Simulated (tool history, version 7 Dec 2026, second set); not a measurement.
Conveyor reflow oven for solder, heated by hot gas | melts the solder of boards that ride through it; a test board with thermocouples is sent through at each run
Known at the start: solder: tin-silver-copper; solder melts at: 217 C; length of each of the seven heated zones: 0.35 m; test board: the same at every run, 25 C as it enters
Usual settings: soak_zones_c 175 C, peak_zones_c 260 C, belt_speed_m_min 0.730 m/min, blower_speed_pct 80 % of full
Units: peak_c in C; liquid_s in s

Run 1, hour 0.0: usual settings. Result: peak_c 246.4 C, liquid_s 40.1 s.
Run 2, hour 39.2: usual settings. Result: peak_c 246.3 C, liquid_s 40.2 s.
Run 3, hour 91.3: usual settings. Result: peak_c 246.2 C, liquid_s 40.0 s.
At hour 134.4: thermocouples of zones 6 and 7 changed.
Run 4, hour 166.5: usual settings. Result: peak_c 246.1 C, liquid_s 40.2 s.
Run 5, hour 201.1: usual settings. Result: peak_c 246.4 C, liquid_s 40.0 s.
At hour 213.0: flux residue cleaned out of gas plates and filters.
Run 6, hour 263.9: usual settings. Result: peak_c 246.1 C, liquid_s 40.2 s.
Run 7, hour 328.0: usual settings but soak_zones_c 173 C. Result: peak_c 245.9 C, liquid_s 39.3 s.
Run 8, hour 394.8: usual settings but soak_zones_c 173 C, belt_speed_m_min 0.608 m/min. Result: peak_c 250.5 C, liquid_s 51.7 s.
Run 9, hour 441.7: usual settings but soak_zones_c 173 C, belt_speed_m_min 0.608 m/min. Result: peak_c 250.3 C, liquid_s 52.3 s.
Run 10, hour 492.2: usual settings but soak_zones_c 173 C, belt_speed_m_min 0.608 m/min. Result: peak_c 250.3 C, liquid_s 52.0 s.
Run 11, hour 539.2: usual settings but soak_zones_c 173 C, belt_speed_m_min 0.608 m/min. Result: peak_c 250.5 C, liquid_s 52.1 s.
Run 12, hour 614.0: usual settings but soak_zones_c 161 C, belt_speed_m_min 0.608 m/min. Result: peak_c 249.0 C, liquid_s 47.7 s.
At hour 669.5: flux residue cleaned out of gas plates and filters.
Run 13, hour 688.4: usual settings. Result: peak_c 246.2 C, liquid_s 40.1 s.
Run 14, hour 731.9: usual settings but belt_speed_m_min 0.652 m/min. Result: peak_c 249.1 C, liquid_s 47.6 s.
Run 15, hour 784.2: usual settings but belt_speed_m_min 0.652 m/min. Result: peak_c 249.1 C, liquid_s 47.9 s.
Run 16, hour 850.8: usual settings. Result: peak_c 246.2 C, liquid_s 40.0 s.
Run 17, hour 886.6: usual settings. Result: peak_c 246.3 C, liquid_s 39.8 s.
Run 18, hour 931.6: usual settings. Result: peak_c 246.4 C, liquid_s 40.1 s.
Run 19, hour 963.4: usual settings but soak_zones_c 183 C, peak_zones_c 259 C. Result: peak_c 246.5 C, liquid_s 42.8 s.
Run 20, hour 997.3: usual settings but peak_zones_c 257 C, blower_speed_pct 55 % of full. Result: peak_c 239.2 C, liquid_s 34.0 s.
Run 21, hour 1054.7: usual settings but soak_zones_c 170 C, peak_zones_c 250 C, blower_speed_pct 55 % of full. Result: peak_c 232.5 C, liquid_s 26.2 s.
Run 22, hour 1094.7: usual settings but soak_zones_c 181 C, peak_zones_c 269 C, belt_speed_m_min 0.850 m/min, blower_speed_pct 64 % of full. Result: peak_c 247.1 C, liquid_s 34.8 s.
At hour 1125.9: flux residue cleaned out of gas plates and filters.
Run 23, hour 1151.7: usual settings but blower_speed_pct 79 % of full. Result: peak_c 246.1 C, liquid_s 40.2 s.
Run 24, hour 1202.6: usual settings but soak_zones_c 189 C, blower_speed_pct 73 % of full. Result: peak_c 247.5 C, liquid_s 45.4 s.
Run 25, hour 1268.7: usual settings but soak_zones_c 163 C, peak_zones_c 268 C, belt_speed_m_min 0.626 m/min, blower_speed_pct 55 % of full. Result: peak_c 251.5 C, liquid_s 46.9 s.
At hour 1332.7: belt drive overhauled, speed set with a stopwatch.
Run 26, hour 1338.2: usual settings but soak_zones_c 163 C, peak_zones_c 268 C, belt_speed_m_min 0.626 m/min, blower_speed_pct 55 % of full. Result: peak_c 251.2 C, liquid_s 46.5 s.
Run 27, hour 1377.7: usual settings but soak_zones_c 163 C, peak_zones_c 268 C, belt_speed_m_min 0.626 m/min, blower_speed_pct 55 % of full. Result: peak_c 251.1 C, liquid_s 46.6 s.
Run 28, hour 1408.3: usual settings but soak_zones_c 179 C, belt_speed_m_min 0.639 m/min, blower_speed_pct 86 % of full. Result: peak_c 250.5 C, liquid_s 51.4 s.
Run 29, hour 1461.2: usual settings but belt_speed_m_min 0.712 m/min, blower_speed_pct 78 % of full. Result: peak_c 246.5 C, liquid_s 41.6 s.
Run 30, hour 1525.3: usual settings but soak_zones_c 177 C, peak_zones_c 272 C, blower_speed_pct 53 % of full. Result: peak_c 251.5 C, liquid_s 42.4 s.
Run 31, hour 1572.4: usual settings but peak_zones_c 256 C, blower_speed_pct 71 % of full. Result: peak_c 241.2 C, liquid_s 36.4 s.

Forecast each of these 3 alternatives for the next run:
At hour 1585.8: flux residue cleaned out of gas plates and filters.
Run A, hour 1614.8: usual settings but soak_zones_c 172 C, belt_speed_m_min 0.648 m/min, blower_speed_pct 76 % of full. Result: peak_c ?, liquid_s ?.
At hour 1585.8: flux residue cleaned out of gas plates and filters.
Run B, hour 1614.8: usual settings but soak_zones_c 169 C, belt_speed_m_min 0.702 m/min, blower_speed_pct 61 % of full. Result: peak_c ?, liquid_s ?.
At hour 1585.8: flux residue cleaned out of gas plates and filters.
Run C, hour 1614.8: usual settings but soak_zones_c 165 C. Result: peak_c ?, liquid_s ?.

run  peak_c  liquid_s
  A   248.4      46.7
  B   243.4      37.2
  C   244.5      36.4
Without the tool's hidden state the same runs would have given:
run  peak_c  liquid_s
  A   248.3      46.6
  B   243.3      37.2
  C   244.5      36.4
